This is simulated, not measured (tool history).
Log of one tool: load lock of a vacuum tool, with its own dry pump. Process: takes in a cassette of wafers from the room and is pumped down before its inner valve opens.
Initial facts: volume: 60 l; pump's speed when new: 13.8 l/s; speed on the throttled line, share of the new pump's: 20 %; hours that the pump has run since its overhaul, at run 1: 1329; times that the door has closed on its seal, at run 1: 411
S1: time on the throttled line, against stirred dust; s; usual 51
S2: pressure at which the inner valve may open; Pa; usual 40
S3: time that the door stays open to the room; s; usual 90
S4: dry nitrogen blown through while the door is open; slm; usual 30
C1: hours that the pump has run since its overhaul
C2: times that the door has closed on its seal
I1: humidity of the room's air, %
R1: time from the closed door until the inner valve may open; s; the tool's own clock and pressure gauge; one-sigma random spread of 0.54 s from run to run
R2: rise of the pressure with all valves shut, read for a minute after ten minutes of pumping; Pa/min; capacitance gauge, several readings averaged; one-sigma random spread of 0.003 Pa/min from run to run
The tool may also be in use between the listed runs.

{"run": 1, "hour": 0.0, "S1": 51, "S2": 40, "S3": 90, "S4": 30, "C1": 1329, "C2": 411, "I1": 48.1, "R1": 75.6, "R2": 0.02}
{"run": 2, "hour": 225.9, "S1": 51, "S2": 40, "S3": 90, "S4": 30, "C1": 1555, "C2": 1166, "I1": 46.5, "R1": 76.3, "R2": 0.022}
{"run": 3, "hour": 509.1, "S1": 51, "S2": 40, "S3": 90, "S4": 30, "C1": 1838, "C2": 2113, "I1": 45.6, "R1": 75.5, "R2": 0.029}
{"run": 4, "hour": 798.0, "S1": 51, "S2": 40, "S3": 90, "S4": 6, "C1": 2127, "C2": 3079, "I1": 45.3, "R1": 76, "R2": 0.065}
{"run": 5, "hour": 1091.3, "S1": 51, "S2": 40, "S3": 90, "S4": 6, "C1": 2421, "C2": 4059, "I1": 48.2, "R1": 76.4, "R2": 0.067}
{"run": 6, "hour": 1301.2, "S1": 51, "S2": 40, "S3": 90, "S4": 6, "C1": 2631, "C2": 4761, "I1": 45.4, "R1": 76.6, "R2": 0.064}
{"run": 7, "hour": 1428.2, "S1": 51, "S2": 40, "S3": 90, "S4": 6, "C1": 2757, "C2": 5185, "I1": 44, "R1": 77.1, "R2": 0.067}
{"run": 8, "hour": 1548.9, "S1": 51, "S2": 40, "S3": 90, "S4": 30, "C1": 2878, "C2": 5589, "I1": 39, "R1": 77.3, "R2": 0.038}
{"run": 9, "hour": 1816.8, "S1": 51, "S2": 40, "S3": 90, "S4": 30, "C1": 3146, "C2": 6485, "I1": 44.4, "R1": 76.9, "R2": 0.039}
{"run": 10, "hour": 2005.0, "S1": 27, "S2": 40, "S3": 90, "S4": 30, "C1": 3334, "C2": 7114, "I1": 41.3, "R1": 57.9, "R2": 0.043}
{"run": 11, "hour": 2255.5, "S1": 51, "S2": 40, "S3": 90, "S4": 30, "C1": 3585, "C2": 7952, "I1": 43.8, "R1": 77.5, "R2": 0.045}
{"run": 12, "hour": 2532.9, "S1": 51, "S2": 40, "S3": 90, "S4": 30, "C1": 3862, "C2": 8879, "I1": 46.2, "R1": 77.9, "R2": 0.05}
{"run": 13, "hour": 2669.7, "S1": 51, "S2": 40, "S3": 90, "S4": 30, "C1": 3999, "C2": 9336, "I1": 48.5, "R1": 77.1, "R2": 0.053}
{"run": 14, "hour": 2943.7, "S1": 51, "S2": 40, "S3": 90, "S4": 30, "C1": 4273, "C2": 10253, "I1": 45.8, "R1": 78.2, "R2": 0.059}
{"run": 15, "hour": 3183.9, "S1": 51, "S2": 40, "S3": 90, "S4": 30, "C1": 4513, "C2": 11056, "I1": 43.6, "R1": 78.3, "R2": 0.055}
{"run": 16, "hour": 3328.0, "S1": 51, "S2": 40, "S3": 90, "S4": 30, "C1": 4657, "C2": 11537, "I1": 46.1, "R1": 78.5, "R2": 0.062}
{"run": 17, "hour": 3533.9, "S1": 51, "S2": 30, "S3": 90, "S4": 30, "C1": 4863, "C2": 12226, "I1": 45.1, "R1": 80, "R2": 0.061}
{"run": 18, "hour": 3657.3, "S1": 51, "S2": 30, "S3": 90, "S4": 30, "C1": 4987, "C2": 12638, "I1": 45.7, "R1": 79.6, "R2": 0.065}
{"run": 19, "hour": 3789.9, "S1": 51, "S2": 30, "S3": 90, "S4": 30, "C1": 5119, "C2": 13081, "I1": 47.1, "R1": 80.4, "R2": 0.065}
{"run": 20, "hour": 3921.3, "S1": 51, "S2": 30, "S3": 90, "S4": 30, "C1": 5251, "C2": 13521, "I1": 43.4, "R1": 79.5, "R2": 0.069}
{"run": 21, "hour": 4159.7, "S1": 59, "S2": 31, "S3": 91, "S4": 13, "C1": 5489, "C2": 14318, "I1": 43, "R1": 86.7, "R2": 0.088}
{"run": 22, "hour": 4339.4, "S1": 59, "S2": 31, "S3": 91, "S4": 13, "C1": 5669, "C2": 14919, "I1": 42.2, "R1": 85.3, "R2": 0.09}
{"run": 23, "hour": 4541.4, "S1": 51, "S2": 40, "S3": 90, "S4": 10, "C1": 5871, "C2": 15594, "I1": 44.5, "R1": 80.9, "R2": 0.098}
{"run": 24, "hour": 4705.5, "S1": 29, "S2": 31, "S3": 38, "S4": 6, "C1": 6035, "C2": 16143, "I1": 45.8, "R1": 63.6, "R2": 0.097}
{"run": 25, "hour": 4944.6, "S1": 29, "S2": 31, "S3": 38, "S4": 6, "C1": 6274, "C2": 16942, "I1": 46, "R1": 64.8, "R2": 0.097}
{"run": 26, "hour": 5115.8, "S1": 39, "S2": 33, "S3": 90, "S4": 30, "C1": 6445, "C2": 17514, "I1": 41.9, "R1": 71.9, "R2": 0.089}
{"run": 27, "hour": 5246.0, "S1": 42, "S2": 40, "S3": 90, "S4": 43, "C1": 6575, "C2": 17950, "I1": 46.1, "R1": 72.9, "R2": 0.084}
{"run": 28, "hour": 5400.3, "S1": 72, "S2": 40, "S3": 119, "S4": 43, "C1": 6730, "C2": 18466, "I1": 46.1, "R1": 95.9, "R2": 0.092}
{"run": 29, "hour": 5543.0, "S1": 51, "S2": 40, "S3": 33, "S4": 30, "C1": 6872, "C2": 18943, "I1": 46.8, "R1": 80.5, "R2": 0.083}
{"run": 30, "hour": 5735.4, "S1": 51, "S2": 45, "S3": 33, "S4": 30, "C1": 7065, "C2": 19586, "I1": 47.7, "R1": 80.9, "R2": 0.096}
{"run": 31, "hour": 5983.6, "S1": 36, "S2": 77, "S3": 35, "S4": 4, "C1": 7313, "C2": 20416, "I1": 46.2, "R1": 65.8, "R2": 0.125}
{"run": 32, "hour": 6164.8, "S1": 51, "S2": 61, "S3": 213, "S4": 30, "C1": 7494, "C2": 21022, "I1": 43.3, "R1": 77.4, "R2": 0.118}
{"run": 33, "hour": 6464.4, "S1": 51, "S2": 48, "S3": 90, "S4": 30, "C1": 7794, "C2": 22023, "I1": 42.8, "R1": 80.2, "R2": 0.111}
{"run": 34, "hour": 6629.4, "S1": 51, "S2": 58, "S3": 90, "S4": 16, "C1": 7959, "C2": 22575, "I1": 45.2, "R1": 78.9, "R2": 0.131}
{"run": 35, "hour": 6828.0, "S1": 46, "S2": 80, "S3": 61, "S4": 5, "C1": 8157, "C2": 23239, "I1": 45.1, "R1": 73.5, "R2": 0.147}
{"run": 36, "hour": 7059.4, "S1": 46, "S2": 80, "S3": 61, "S4": 5, "C1": 8389, "C2": 24013, "I1": 48.2, "R1": 73.6, "R2": 0.163}
{"run": 37, "hour": 7357.0, "S1": 46, "S2": 80, "S3": 55, "S4": 5, "C1": 8686, "C2": 25008, "I1": 45.6, "R1": 74.4, "R2": 0.159}

Here are 3 independent what-if runs from the current tool condition. What would each one return?
{"run": "A", "hour": 7597.5, "S1": 82, "S2": 42, "S3": 39, "S4": 30, "C1": 8927, "C2": 25812, "I1": 45.2, "R1": "?", "R2": "?"}
{"run": "B", "hour": 7597.5, "S1": 51, "S2": 40, "S3": 90, "S4": 4, "C1": 8927, "C2": 25812, "I1": 41.6, "R1": "?", "R2": "?"}
{"run": "C", "hour": 7597.5, "S1": 28, "S2": 40, "S3": 90, "S4": 4, "C1": 8927, "C2": 25812, "I1": 48.3, "R1": "?", "R2": "?"}

run=A R1=103.9 R2=0.136
run=B R1=82.5 R2=0.182
run=C R1=65.4 R2=0.184
With no hidden state in the tool, these same runs would have given:
run=A R1=98.7 R2=0.019
run=B R1=75.4 R2=0.066
run=C R1=57 R2=0.067

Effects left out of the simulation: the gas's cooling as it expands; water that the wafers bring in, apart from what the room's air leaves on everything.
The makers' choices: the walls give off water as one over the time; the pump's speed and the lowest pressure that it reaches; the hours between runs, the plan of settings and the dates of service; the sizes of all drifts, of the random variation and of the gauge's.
